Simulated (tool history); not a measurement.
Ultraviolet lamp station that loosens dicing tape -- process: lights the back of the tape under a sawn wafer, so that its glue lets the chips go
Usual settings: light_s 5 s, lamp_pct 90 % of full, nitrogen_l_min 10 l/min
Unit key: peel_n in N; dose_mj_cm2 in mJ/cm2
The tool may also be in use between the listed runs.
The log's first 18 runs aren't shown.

run    hour  light_s  lamp_pct  nitrogen_l_min  hours of work of the lamp  hours of work since the window was cleaned  peel_n  dose_mj_cm2
 19   881.0        5        71              10                        803                                         126   0.847          380
 20   913.6        5        71              10                        821                                         144   0.850          370
 21   974.2        3        71               8                        855                                         178   1.722          223
 22  1011.9        4        90              10                        876                                         199   0.882          367
 23  1049.8        3        90              10                        897                                         219   1.304          268
 24  1115.2        3        90              10                        933                                         256   1.295          268
 25  1154.2        3        90              10                        954                                         277   1.280          269
 26  1227.5        7        98               8                        995                                         318   0.423          666
 27  1297.3        8        90              10                       1033                                         356   0.358          677
 28  1337.3        5        80               4                       1056                                         378   1.370          378
 29  1396.0        6        78               4                       1088                                         411   1.177          428
 30  1457.0        6        78               4                       1122                                         445   1.140          416
 31  1519.4        6        75               4                       1156                                         479   1.258          402
 32  1555.0        3        72               3                       1176                                         499   2.408          191
 33  1607.6        8        91               9                       1205                                         528   0.423          628
 34  1654.5        8        91               9                       1231                                         554   0.447          618
 35  1686.7        8        91               9                       1249                                         572   0.444          604
 36  1759.2        5        88               4                       1289                                         612   1.394          362
 37  1811.2        9        88              13                       1318                                         641   0.355          645
     1815.5  -- window cleaned of glue's vapour
     1841.0  -- lamp changed
 38  1863.6       10        82              11                         13                                          26   0.235         1101

Predict each of these 4 candidate next runs independently; none follows another, all start after run 38:
  A  1921.1       10        82              15                         44                                          58       ?            ?
  B  1921.1        6        82              11                         44                                          58       ?            ?
  C  1921.1        5        67              15                         44                                          58       ?            ?
  D  1921.1        4        65              17                         44                                          58       ?            ?

run  peel_n  dose_mj_cm2
  A   0.218         1091
  B   0.363          650
  C   0.519          445
  D   0.693          344
Take away the tool's hidden state, keep each run's random variation, and the runs would have read:
run  peel_n  dose_mj_cm2
  A   0.216         1139
  B   0.343          679
  C   0.486          464
  D   0.651          360
